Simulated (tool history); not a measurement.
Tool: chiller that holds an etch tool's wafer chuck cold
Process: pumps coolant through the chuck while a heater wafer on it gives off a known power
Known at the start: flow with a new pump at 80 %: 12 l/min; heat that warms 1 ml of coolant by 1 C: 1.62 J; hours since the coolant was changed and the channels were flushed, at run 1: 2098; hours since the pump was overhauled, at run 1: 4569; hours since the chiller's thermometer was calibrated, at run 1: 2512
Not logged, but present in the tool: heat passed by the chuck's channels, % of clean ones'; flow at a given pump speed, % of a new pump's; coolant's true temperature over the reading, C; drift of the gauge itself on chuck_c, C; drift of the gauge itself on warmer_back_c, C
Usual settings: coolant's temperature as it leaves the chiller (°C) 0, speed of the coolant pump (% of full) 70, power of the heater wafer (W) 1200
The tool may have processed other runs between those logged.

run,hour,coolant's temperature as it leaves the chiller (°C),speed of the coolant pump (% of full),power of the heater wafer (W),hours since the coolant was changed and the channels were flushed,hours since the pump was overhauled,hours since the chiller's thermometer was calibrated,chuck's temperature once it has settled (°C),how much warmer the coolant comes back (C)
1,0,0,70,1200,2098,4569,2512,12.2,4.36
2,143.1,-3,70,1200,2242,4712,2656,9.3,4.3
3,336.7,-3,70,1200,2435,4905,2849,9,4.32
# hour 432.8: coolant pump overhauled
4,508.7,0,70,1200,2602,76,3016,12.1,4.31
5,678.5,0,70,1200,2772,246,3186,12.3,4.26
6,812.4,0,70,1200,2906,380,3320,12.2,4.26
7,937.7,0,70,1200,3031,505,3445,12.2,4.2
8,1065.1,0,70,1200,3158,632,3573,12.1,4.27
9,1201.7,0,81,1200,3295,769,3709,10.7,3.54
10,1360.6,0,81,1200,3454,928,3868,10.7,3.56
11,1452,0,70,1200,3545,1019,3959,12.1,4.21
12,1652.6,0,70,1200,3746,1220,4160,11.9,4.14
13,1817.6,0,70,1200,3911,1385,4325,12.3,4.21
# hour 1906.1: coolant changed, channels flushed
14,1921.2,0,70,1093,15,1482,4423,11.1,3.8
15,2130.9,0,70,1200,225,1692,4632,12.1,4.18
16,2238.4,0,70,1200,332,1800,4740,12,4.15
17,2344.5,0,62,794,438,1906,4846,8.8,3.13
18,2558,2,93,1227,652,2119,5060,11.8,3
19,2783.4,3,93,1227,877,2345,5285,13,3.05
20,2899.4,0,72,1203,993,2461,5401,11.8,3.95
21,3041.3,1,70,1021,1135,2603,5543,11.3,3.38
22,3186.4,7,93,633,1280,2748,5688,12.1,1.39
23,3410.9,7,93,633,1505,2972,5912,12.1,1.38
# hour 3423: chiller's thermometer calibrated
24,3523.1,7,93,633,1616,3083,100,12.3,1.38
25,3685.3,7,88,789,1778,3245,262,13.5,1.9
26,3821.4,8,91,710,1914,3382,398,13.8,1.57
27,3967.3,8,91,710,2060,3527,544,13.9,1.54
28,4113.9,-1,91,1394,2207,3674,691,10.3,3.45
29,4314,-9,96,696,2407,3874,891,-3.6,1.42
30,4426.9,-2,98,721,2520,3987,1004,3.6,1.42
31,4633,-2,98,721,2726,4193,1210,3.6,1.4

Branching from run 31: 5 alternative next runs. What would each branch give?
A,4828,5,98,721,2921,4388,1405,?,?
B,4828,10,70,1009,2921,4388,1405,?,?
C,4828,0,70,1200,2921,4388,1405,?,?
D,4828,4,88,1200,2921,4388,1405,?,?
E,4828,-2,98,1183,2921,4388,1405,?,?

run,chuck's temperature once it has settled (°C),how much warmer the coolant comes back (C)
A,10.6,1.34
B,20.1,3.25
C,12.2,3.99
D,13.9,2.97
E,7.1,2.52
Without the tool's unlogged condition, the same runs would have read:
run,chuck's temperature once it has settled (°C),how much warmer the coolant comes back (C)
A,10.6,1.71
B,20,3.62
C,12.1,4.35
D,13.9,3.33
E,7.1,2.88
